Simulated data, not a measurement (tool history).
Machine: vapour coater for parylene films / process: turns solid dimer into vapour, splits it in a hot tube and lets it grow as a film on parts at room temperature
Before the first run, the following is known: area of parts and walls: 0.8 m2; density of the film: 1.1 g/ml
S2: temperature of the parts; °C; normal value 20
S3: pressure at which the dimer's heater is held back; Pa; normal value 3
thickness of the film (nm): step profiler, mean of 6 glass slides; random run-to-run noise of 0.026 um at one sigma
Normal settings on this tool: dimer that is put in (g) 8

run 1 day=0 | dimer_that_is_put_in_(g)=8 S2=20 S3=3 | thickness_of_the_film_(nm)=4660
run 2 day=1.388 | dimer_that_is_put_in_(g)=8 S2=20 S3=3 | thickness_of_the_film_(nm)=4640
run 3 day=2.812 | dimer_that_is_put_in_(g)=8 S2=20 S3=3 | thickness_of_the_film_(nm)=4650
run 4 day=4.262 | dimer_that_is_put_in_(g)=8 S2=20 S3=3 | thickness_of_the_film_(nm)=4630
run 5 day=5.154 | dimer_that_is_put_in_(g)=8 S2=20 S3=3 | thickness_of_the_film_(nm)=4650
run 6 day=6.771 | dimer_that_is_put_in_(g)=8 S2=20 S3=3 | thickness_of_the_film_(nm)=4650
run 7 day=8.404 | dimer_that_is_put_in_(g)=8 S2=20 S3=2.09 | thickness_of_the_film_(nm)=5110
run 8 day=9.925 | dimer_that_is_put_in_(g)=4 S2=20 S3=3 | thickness_of_the_film_(nm)=2320
run 9 day=11.671 | dimer_that_is_put_in_(g)=4 S2=20 S3=3 | thickness_of_the_film_(nm)=2320
run 10 day=12.8 | dimer_that_is_put_in_(g)=8 S2=20 S3=3 | thickness_of_the_film_(nm)=4630
run 11 day=14.538 | dimer_that_is_put_in_(g)=8 S2=20 S3=3 | thickness_of_the_film_(nm)=4650
run 12 day=15.792 | dimer_that_is_put_in_(g)=8 S2=29 S3=3 | thickness_of_the_film_(nm)=3390
run 13 day=17.558 | dimer_that_is_put_in_(g)=8 S2=20 S3=5.25 | thickness_of_the_film_(nm)=4040
run 14 day=18.821 | dimer_that_is_put_in_(g)=8 S2=20 S3=2.77 | thickness_of_the_film_(nm)=4730
run 15 day=19.708 | dimer_that_is_put_in_(g)=8 S2=20 S3=2.77 | thickness_of_the_film_(nm)=4780
run 16 day=20.958 | dimer_that_is_put_in_(g)=4 S2=20 S3=3 | thickness_of_the_film_(nm)=2340
run 17 day=22.588 | dimer_that_is_put_in_(g)=8 S2=20 S3=3.93 | thickness_of_the_film_(nm)=4360
run 18 day=23.521 | dimer_that_is_put_in_(g)=10 S2=22 S3=9.08 | thickness_of_the_film_(nm)=4120
run 19 day=24.633 | dimer_that_is_put_in_(g)=13 S2=13 S3=2.46 | thickness_of_the_film_(nm)=9980
run 20 day=25.717 | dimer_that_is_put_in_(g)=8 S2=19 S3=2.86 | thickness_of_the_film_(nm)=4890
run 21 day=26.458 | dimer_that_is_put_in_(g)=3 S2=20 S3=3 | thickness_of_the_film_(nm)=1750
run 22 day=27.458 | dimer_that_is_put_in_(g)=8 S2=20 S3=9.85 | thickness_of_the_film_(nm)=3490
run 23 day=28.338 | dimer_that_is_put_in_(g)=8 S2=27 S3=11.79 | thickness_of_the_film_(nm)=2620
run 24 day=29.188 | dimer_that_is_put_in_(g)=8 S2=22 S3=3.66 | thickness_of_the_film_(nm)=4110
run 25 day=30.304 | dimer_that_is_put_in_(g)=6 S2=20 S3=5.43 | thickness_of_the_film_(nm)=3030
run 26 day=31.917 | dimer_that_is_put_in_(g)=5 S2=21 S3=4.16 | thickness_of_the_film_(nm)=2620
run 27 day=32.904 | dimer_that_is_put_in_(g)=5 S2=19 S3=4.16 | thickness_of_the_film_(nm)=2780

Taken out of this log: 1 entry between the listed runs. Where each belongs, and how the hidden state differs across it:
Between runs 24 and 25: trap's valve overhauled (day 29.488)
  vapour lost through the trap's worn valve, %: 0.3 -> 0
  measured less the result without the state, thickness of the film (nm): -20 -> +0
